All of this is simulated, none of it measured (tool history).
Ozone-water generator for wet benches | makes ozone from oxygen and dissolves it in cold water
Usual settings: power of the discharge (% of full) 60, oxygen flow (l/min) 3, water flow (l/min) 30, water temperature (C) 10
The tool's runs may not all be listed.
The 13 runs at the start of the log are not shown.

run    hour  power of the discharge (% of full)  oxygen flow (l/min)  water flow (l/min)  water temperature (C)  dissolved ozone (ppm)  ozone in the gas ahead of the water (g/m3)
 14  1130.7                                  60                 1.94                  30                     10                   11.3                                       254.2
 15  1223.3                                  60                 3.72                  30                     10                   14.1                                       180.7
 16  1330.7                                  60                 3.72                  30                     10                   13.6                                       182.7
 17  1443.2                                  98                 5.04                  41                     10                   16.1                                       233.2
 18  1542.2                                  98                 5.04                  41                     10                   16.2                                       230.6
 19  1641.3                                  80                    3                  35                      7                   14.2                                       255.2
     1646.9  -- water thermometer calibrated
 20  1750.9                                  86                 2.57                  20                     10                   25.2                                       291.7
 21  1849.5                                  86                 2.57                  44                     10                   10.9                                       294.9
 22  1904.7                                  86                 2.37                  37                     15                   12.7                                       307.3
 23  2011.3                                  86                 2.37                  37                     15                   12.5                                       307.6
 24  2129.6                                  86                 2.37                  37                     15                   12.4                                       305.6
 25  2205.5                                  89                 2.89                  30                      7                   17.7                                       281.8
 26  2281.2                                  46                 3.06                  30                     10                   10.5                                       159.6
     2292.2  -- water thermometer calibrated, once more
 27  2383.7                                  46                 3.05                  30                     17                     10                                       160.1
       2401  -- contactor cleaned
 28  2446.3                                  46                 3.05                  30                     17                   10.7                                         158
 29  2558.4                                  60                 5.12                  30                     10                   15.4                                       150.3
 30  2630.4                                  60                 5.12                  30                     10                   15.5                                       152.1
 31  2739.7                                  60                 5.12                  30                     10                   15.5                                       150.7
 32  2791.7                                  57                    3                  36                     15                   10.3                                       192.4

Alternative continuations, all from the tool just after run 32; predict every row:
  A  2904.9                                  60                 4.61                  30                     10                      ?                                           ?
  B  2904.9                                  61                    3                  30                      7                      ?                                           ?
  C  2904.9                                  60                    3                  30                     13                      ?                                           ?
  D  2904.9                                  60                    3                  18                     10                      ?                                           ?

run  dissolved ozone (ppm)  ozone in the gas ahead of the water (g/m3)
  A                   15.2                                       160.6
  B                   14.1                                       201.5
  C                   13.2                                       196.7
  D                     22                                       198.9
What these runs would have given with no unlogged condition in the tool:
run  dissolved ozone (ppm)  ozone in the gas ahead of the water (g/m3)
  A                   16.1                                       169.4
  B                     15                                       212.7
  C                     14                                       207.6
  D                   23.3                                       209.9
